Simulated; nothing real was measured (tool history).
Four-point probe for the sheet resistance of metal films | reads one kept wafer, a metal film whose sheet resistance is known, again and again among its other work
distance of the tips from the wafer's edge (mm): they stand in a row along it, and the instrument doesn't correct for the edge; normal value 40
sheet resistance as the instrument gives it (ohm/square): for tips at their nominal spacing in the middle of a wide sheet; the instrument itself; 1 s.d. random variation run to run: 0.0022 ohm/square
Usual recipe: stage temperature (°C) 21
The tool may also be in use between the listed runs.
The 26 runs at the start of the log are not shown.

run    hour  stage temperature (°C)  distance of the tips from the wafer's edge (mm)  touches since the probe head was changed  hours of work since the stage's thermometer was calibrated  sheet resistance as the instrument gives it (ohm/square)
     1377.1  -- stage's thermometer calibrated
 27  1408.2                      35                                                3                                     36801                                                          21                                                 11.127848
 28  1452.6                      19                                                7                                     39066                                                          51                                                 11.088563
 29  1526.6                      19                                                7                                     42843                                                         101                                                 11.093893
 30  1573.1                      30                                               62                                     45212                                                         133                                                  10.93298
 31  1639.2                      34                                               13                                     48585                                                         177                                                 10.907123
 32    1693                      29                                                4                                     51333                                                         214                                                 11.096065
 33  1741.2                      26                                               21                                     53795                                                         247                                                 10.988774
 34    1803                      21                                               20                                     56946                                                         288                                                 11.043752
     1815.7  -- stage's thermometer calibrated, once more
 35  1858.9                      23                                               35                                     59774                                                          29                                                 11.049415
 36  1908.5                      31                                               75                                     62304                                                          63                                                 10.969277
 37  1968.2                      23                                                4                                     65350                                                         103                                                  11.20662
 38  2006.4                      23                                               20                                     67301                                                         129                                                 11.063933
 39  2080.9                      26                                               40                                     71104                                                         180                                                 11.033118
 40    2165                      27                                                9                                     75394                                                         236                                                 11.052763
 41  2239.2                      27                                                9                                     79179                                                         287                                                  11.05666
 42  2285.1                      24                                               12                                     81525                                                         318                                                 11.080152
 43  2350.6                      21                                               25                                     84869                                                         362                                                 11.105605
 44  2402.2                      22                                               16                                     87498                                                         397                                                  11.09725

Here are 5 independent what-if runs from the current tool condition. What would each one return?
  A  2472.2                      33                                                7                                     91071                                                         444                                                         ?
  B  2472.2                      21                                               61                                     91071                                                         444                                                         ?
  C  2472.2                      21                                               10                                     91071                                                         444                                                         ?
  D  2472.2                      22                                               23                                     91071                                                         444                                                         ?
  E  2472.2                      23                                               25                                     91071                                                         444                                                         ?

run  sheet resistance as the instrument gives it (ohm/square)
  A                                                 11.033104
  B                                                 11.108826
  C                                                 11.129585
  D                                                 11.098547
  E                                                 11.090394
Without the tool's unlogged condition, the same runs would have read:
run  sheet resistance as the instrument gives it (ohm/square)
  A                                                 10.947132
  B                                                 11.022343
  C                                                 11.042955
  D                                                 11.012137
  E                                                 11.004038
